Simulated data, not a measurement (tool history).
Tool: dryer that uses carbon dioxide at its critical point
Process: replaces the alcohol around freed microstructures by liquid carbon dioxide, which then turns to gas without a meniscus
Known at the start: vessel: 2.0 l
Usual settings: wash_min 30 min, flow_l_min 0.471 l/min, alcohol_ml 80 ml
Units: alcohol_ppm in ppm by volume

run   hour  wash_min  flow_l_min  alcohol_ml  alcohol_ppm
  1      0        30       0.471          80           88
       8.7  -- inlet filter changed
  2   14.1        30       0.471          80           68
  3   36.8        30       0.471          80           63
  4     49        30       0.471          80           72
  5   60.9        19       0.471          80          649
  6   75.8        19       0.471          80          669
  7   86.6        19        0.61          80          225
  8  100.3        19        0.61          80          223
  9  115.1        40       0.471          80           44
 10  140.1        30       0.471         115          145
 11  157.1        30       0.471         115          137
 12  177.4        30       0.471         115          140
 13  202.8        30       0.471          80          120
 14  216.8        30       0.789          80           63
 15  240.8        30       0.471          80          129
 16  255.4        30       0.471          80          136
 17  277.8        30       0.471          80          133
 18  291.6        30       0.471         106          161
 19  315.2        30       0.471         106          181
 20  339.4        30       0.471         106          189
 21  351.4        30       0.471         106          183
 22  368.4        30       0.471          27          119
 23  387.7        30       0.471          27          108
 24  407.7        30       0.471          27          127
     427.1  -- inlet filter changed
 25  430.3        24       0.471          27          162
 26  449.7        24       0.471          27          180
 27  470.3        30       0.471          65          159
 28  492.5        30       0.471          80          172
 29  504.2        30       0.471          80          171
 30  521.8        35       0.471          27          123
 31  538.9        35       0.471          27          136
 32  558.4        35       0.471          27          133
 33  574.3        35       0.471          27          131
 34  591.7        35       0.471          27          143
 35  616.7        22       0.407          66          696
 36  631.8        26       0.471          80          307
 37  648.4        26       0.471          80          314
 38  665.7        38       0.523          83          158
 39  688.2        38       0.523          83          178
 40    709        38       0.523          83          180
 41  720.8        48       0.284          80          246
 42  741.8        48       0.284          80          246
 43  765.5        32       0.493          78          209
 44  791.9        32       0.493          78          214
 45  817.1        21       0.658          25          222
 46  832.6        21       0.658          21          217

Some steps in alcohol_ppm between neighbouring runs. How much of each would the tool show without its hidden state too (settings, what came in, random variation), and how much is left for the hidden state, with any gauge scatter that isn't in both results?
The hidden state here: flow that reaches the vessel past the clogged filter, %; alcohol in the recycled carbon dioxide, ppm; drift of the gauge itself on alcohol_ppm, %.
Run 4 -> 5: wash_min 30 -> 19. alcohol_ppm +577 ppm by volume: hidden state +32, all else +545.
Run 6 -> 7: flow_l_min 0.471 -> 0.61. alcohol_ppm -444 ppm by volume: hidden state -19, all else -425.
Run 34 -> 35: wash_min 35 -> 22, flow_l_min 0.471 -> 0.407, alcohol_ml 27 -> 66. alcohol_ppm +553 ppm by volume: hidden state +80, all else +473.
Run 35 -> 36: wash_min 22 -> 26, flow_l_min 0.407 -> 0.471, alcohol_ml 66 -> 80. alcohol_ppm -389 ppm by volume: hidden state -39, all else -350.
